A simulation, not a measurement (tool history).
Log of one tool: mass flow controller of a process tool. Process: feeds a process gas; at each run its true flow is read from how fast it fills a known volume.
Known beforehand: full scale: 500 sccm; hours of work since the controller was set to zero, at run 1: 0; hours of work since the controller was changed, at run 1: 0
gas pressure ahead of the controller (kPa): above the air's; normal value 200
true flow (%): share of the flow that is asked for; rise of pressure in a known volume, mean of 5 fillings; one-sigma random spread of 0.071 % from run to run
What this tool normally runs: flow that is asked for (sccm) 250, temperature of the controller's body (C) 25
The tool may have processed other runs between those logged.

run,hour,flow that is asked for (sccm),gas pressure ahead of the controller (kPa),temperature of the controller's body (C),hours of work since the controller was set to zero,hours of work since the controller was changed,true flow (%)
1,0.0,250,200,25,0,0,100.05
2,367.2,250,200,25,288,288,100.26
3,747.2,66,200,25,587,587,101.01
4,1044.7,66,200,31,820,820,101.42
5,1338.1,210,200,25,1051,1051,100.71
6,1560.7,250,200,25,1225,1225,100.82
7,1952.9,250,200,25,1533,1533,101.03
8,2306.6,250,200,25,1811,1811,101.19
9,2490.1,125,200,25,1955,1955,101.87
10,2684.2,125,200,25,2107,2107,102.08
11,3000.8,250,259,25,2356,2356,101.91
12,3356.1,250,200,25,2635,2635,101.75
13,3667.2,250,200,25,2879,2879,101.88
14,3836.9,250,200,25,3012,3012,101.93
15,4135.5,250,200,25,3247,3247,102.13
16,4425.9,329,200,25,3475,3475,102.15
17,4742.1,329,200,25,3723,3723,102.28
18,4914.1,250,162,25,3858,3858,102.45
19,5238.5,250,162,25,4113,4113,102.46
20,5417.3,250,200,37,4253,4253,103.13
21,5619.5,250,200,37,4412,4412,103.26
22,5928.9,250,200,25,4655,4655,103.20
23,6218.8,250,200,25,4883,4883,103.09
24,6390.0,389,200,25,5017,5017,102.67
# hour 6634.4: controller's zero set anew
25,6731.9,374,229,25,77,5285,103.46
26,7075.3,210,227,25,346,5555,104.50
27,7275.6,210,227,25,503,5712,104.67
28,7530.2,210,227,25,703,5912,104.72
29,7901.8,455,177,20,995,6203,103.27
30,8102.1,455,177,20,1152,6361,103.41
# hour 8194.3: controller exchanged for a calibrated one
31,8362.0,453,200,25,132,132,100.09
# hour 8597.3: controller's zero set anew, once more
32,8674.4,453,200,25,61,377,99.99
33,8956.5,360,237,31,282,598,100.53
34,9209.0,360,147,31,480,796,100.29
35,9386.3,231,147,30,620,936,100.24
36,9759.2,358,242,28,912,1228,100.93
37,9974.2,159,242,24,1081,1397,101.01
38,10146.8,350,144,25,1217,1533,100.53
39,10528.8,350,144,38,1516,1832,101.18
40,10916.8,98,141,25,1821,2137,101.73
41,11152.3,98,203,36,2006,2322,102.45
42,11356.6,98,201,39,2166,2482,102.78
43,11655.8,50,200,30,2401,2717,104.45
44,11820.1,273,200,30,2530,2846,101.78
45,12130.7,277,200,25,2774,3090,101.98
46,12481.4,148,200,20,3050,3366,102.46
47,12871.6,148,200,20,3356,3672,102.79
48,13043.4,58,149,26,3491,3807,105.35

4 ways to go on from here, each from the tool as it stands after run 48. What would each give?
A,13364.9,250,169,25,3743,4059,?
B,13364.9,156,257,29,3743,4059,?
C,13364.9,104,158,30,3743,4059,?
D,13364.9,250,187,31,3743,4059,?

run,true flow (%)
A,102.53
B,103.49
C,103.87
D,102.68
Had the tool no hidden state, the same runs would have come out as:
run,true flow (%)
A,99.76
B,100.05
C,99.54
D,99.91
